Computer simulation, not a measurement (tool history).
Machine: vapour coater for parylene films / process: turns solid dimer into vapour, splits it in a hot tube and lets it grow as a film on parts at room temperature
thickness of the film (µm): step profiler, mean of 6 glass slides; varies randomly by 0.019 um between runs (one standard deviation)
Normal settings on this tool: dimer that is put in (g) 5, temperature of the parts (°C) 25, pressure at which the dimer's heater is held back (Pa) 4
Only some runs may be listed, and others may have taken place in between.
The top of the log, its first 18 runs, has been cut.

| run | hour | dimer that is put in (g) | temperature of the parts (°C) | pressure at which the dimer's heater is held back (Pa) | thickness of the film (µm) |
|---|---|---|---|---|---|
| 19 | 1005.6 | 2 | 22 | 4 | 0.77 |
| 20 | 1069.5 | 2 | 22 | 4 | 0.78 |
| 21 | 1137.2 | 5 | 23 | 6.29 | 1.75 |
| 22 | 1184.8 | 5 | 23 | 6.29 | 1.71 |
|  | 1224.2 | trap's valve overhauled |
| 23 | 1266.2 | 2 | 20 | 5.11 | 0.8 |
| 24 | 1319.6 | 2 | 20 | 5.11 | 0.82 |
| 25 | 1393.1 | 7 | 18 | 5.11 | 3.01 |
| 26 | 1467 | 3 | 29 | 9.7 | 0.89 |
| 27 | 1520.8 | 6 | 29 | 6.81 | 1.82 |
| 28 | 1582.4 | 5 | 25 | 5.92 | 1.73 |
| 29 | 1629.6 | 5 | 23 | 4 | 1.82 |

Forecast run 30:
| 30 | 1707.5 | 5 | 23 | 4 | ? |

Run 30 gave thickness of the film (µm) 1.83.
Take away the tool's hidden state, keep the run-to-run variation as it was, and the same run would have given thickness of the film (µm) 1.94.

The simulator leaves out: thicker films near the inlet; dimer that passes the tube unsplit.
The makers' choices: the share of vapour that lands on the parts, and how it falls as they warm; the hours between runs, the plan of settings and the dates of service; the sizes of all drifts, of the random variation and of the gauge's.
